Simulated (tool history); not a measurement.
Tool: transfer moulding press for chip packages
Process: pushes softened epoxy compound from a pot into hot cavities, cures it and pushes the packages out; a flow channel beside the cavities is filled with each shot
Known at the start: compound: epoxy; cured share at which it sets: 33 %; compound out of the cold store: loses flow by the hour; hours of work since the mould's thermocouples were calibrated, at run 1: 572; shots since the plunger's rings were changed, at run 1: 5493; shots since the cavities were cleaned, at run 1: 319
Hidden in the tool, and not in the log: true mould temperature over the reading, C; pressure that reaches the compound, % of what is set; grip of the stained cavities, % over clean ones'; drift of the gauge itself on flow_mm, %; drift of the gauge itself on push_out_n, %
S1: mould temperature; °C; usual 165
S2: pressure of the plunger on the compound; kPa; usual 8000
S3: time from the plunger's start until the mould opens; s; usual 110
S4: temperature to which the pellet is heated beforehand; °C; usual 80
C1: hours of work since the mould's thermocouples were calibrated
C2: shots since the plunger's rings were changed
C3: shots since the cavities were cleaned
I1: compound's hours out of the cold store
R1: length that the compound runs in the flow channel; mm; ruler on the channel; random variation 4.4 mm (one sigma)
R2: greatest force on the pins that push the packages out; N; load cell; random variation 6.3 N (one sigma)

run 1 day=0 | S1=165 S2=8000 S3=110 S4=80 | C1=572 C2=5493 C3=319 | I1=21.1 | R1=782 R2=413
run 2 day=1.333 | S1=165 S2=7520 S3=110 S4=80 | C1=586 C2=5740 C3=566 | I1=34.3 | R1=709 R2=459
-- day=2.804 cavities cleaned with cleaning compound and waxed
run 3 day=2.829 | S1=165 S2=8000 S3=110 S4=80 | C1=601 C2=6007 C3=5 | I1=37.7 | R1=717 R2=271
-- day=3.504 plunger's sealing rings changed
run 4 day=4.317 | S1=165 S2=8000 S3=110 S4=80 | C1=615 C2=151 C3=262 | I1=30.6 | R1=836 R2=377
run 5 day=5.708 | S1=165 S2=8000 S3=99 S4=80 | C1=629 C2=409 C3=520 | I1=35.8 | R1=807 R2=560
run 6 day=7.05 | S1=165 S2=8000 S3=110 S4=80 | C1=643 C2=658 C3=769 | I1=38.3 | R1=799 R2=502
-- day=7.521 cavities cleaned with cleaning compound and waxed
run 7 day=8.783 | S1=165 S2=8000 S3=110 S4=80 | C1=661 C2=969 C3=235 | I1=33.9 | R1=810 R2=371
run 8 day=10.583 | S1=165 S2=8000 S3=110 S4=80 | C1=679 C2=1303 C3=569 | I1=25.1 | R1=839 R2=467
run 9 day=11.671 | S1=165 S2=8000 S3=110 S4=80 | C1=690 C2=1505 C3=771 | I1=40.4 | R1=774 R2=486
-- day=12.088 cavities cleaned with cleaning compound and waxed
run 10 day=13.475 | S1=165 S2=7970 S3=110 S4=80 | C1=708 C2=1828 C3=258 | I1=25.1 | R1=830 R2=392
run 11 day=15.008 | S1=165 S2=7970 S3=110 S4=80 | C1=724 C2=2113 C3=543 | I1=47.3 | R1=748 R2=435
run 12 day=16.092 | S1=165 S2=8000 S3=110 S4=80 | C1=735 C2=2314 C3=744 | I1=28.8 | R1=812 R2=492
-- day=16.642 cavities cleaned with cleaning compound and waxed
run 13 day=16.996 | S1=165 S2=8000 S3=110 S4=80 | C1=744 C2=2471 C3=66 | I1=24.6 | R1=821 R2=312
-- day=18.096 mould's thermocouples calibrated
run 14 day=18.879 | S1=158 S2=6910 S3=132 S4=75 | C1=8 C2=2805 C3=400 | I1=40.4 | R1=738 R2=502
run 15 day=19.833 | S1=165 S2=8000 S3=103 S4=77 | C1=18 C2=2982 C3=577 | I1=26.2 | R1=806 R2=547
-- day=21.329 mould's thermocouples calibrated, once more
-- day=21.392 cavities cleaned with cleaning compound and waxed
run 16 day=21.442 | S1=159 S2=7030 S3=131 S4=84 | C1=1 C2=3254 C3=10 | I1=32.6 | R1=746 R2=272
run 17 day=23.088 | S1=159 S2=7030 S3=131 S4=90 | C1=18 C2=3560 C3=316 | I1=45.3 | R1=701 R2=374
run 18 day=24.858 | S1=169 S2=8000 S3=110 S4=80 | C1=36 C2=3888 C3=644 | I1=25.7 | R1=775 R2=380
-- day=26.071 cavities cleaned with cleaning compound and waxed
run 19 day=26.433 | S1=159 S2=8710 S3=110 S4=80 | C1=51 C2=4169 C3=67 | I1=44.1 | R1=772 R2=418
run 20 day=27.35 | S1=165 S2=6440 S3=126 S4=80 | C1=61 C2=4340 C3=238 | I1=45.7 | R1=649 R2=288
run 21 day=28.567 | S1=165 S2=6630 S3=110 S4=80 | C1=73 C2=4566 C3=464 | I1=15.4 | R1=739 R2=428
run 22 day=29.729 | S1=168 S2=8570 S3=110 S4=87 | C1=85 C2=4782 C3=680 | I1=40.6 | R1=742 R2=370
-- day=30.683 cavities cleaned with cleaning compound and waxed
run 23 day=31.217 | S1=159 S2=8000 S3=110 S4=73 | C1=100 C2=5046 C3=99 | I1=16.4 | R1=828 R2=494
run 24 day=32.721 | S1=168 S2=8760 S3=91 S4=85 | C1=116 C2=5325 C3=378 | I1=38.3 | R1=753 R2=451
run 25 day=33.471 | S1=165 S2=8000 S3=110 S4=90 | C1=123 C2=5465 C3=518 | I1=47.2 | R1=699 R2=390
run 26 day=34.588 | S1=165 S2=8000 S3=110 S4=90 | C1=135 C2=5673 C3=726 | I1=24.8 | R1=761 R2=453

Forecast each of these 3 alternatives for the next run:
-- day=35.288 cavities cleaned with cleaning compound and waxed
run A day=36.271 | S1=165 S2=8000 S3=108 S4=85 | C1=152 C2=5974 C3=183 | I1=37.5 | R1=? R2=?
-- day=35.288 cavities cleaned with cleaning compound and waxed
run B day=36.271 | S1=165 S2=9920 S3=110 S4=73 | C1=152 C2=5974 C3=183 | I1=42.9 | R1=? R2=?
-- day=35.288 cavities cleaned with cleaning compound and waxed
run C day=36.271 | S1=165 S2=8500 S3=110 S4=82 | C1=152 C2=5974 C3=183 | I1=38.4 | R1=? R2=?

run=A R1=722 R2=341
run=B R1=787 R2=317
run=C R1=736 R2=328
Without the tool's hidden state the same runs would have given:
run=A R1=814 R2=249
run=B R1=888 R2=233
run=C R1=830 R2=241

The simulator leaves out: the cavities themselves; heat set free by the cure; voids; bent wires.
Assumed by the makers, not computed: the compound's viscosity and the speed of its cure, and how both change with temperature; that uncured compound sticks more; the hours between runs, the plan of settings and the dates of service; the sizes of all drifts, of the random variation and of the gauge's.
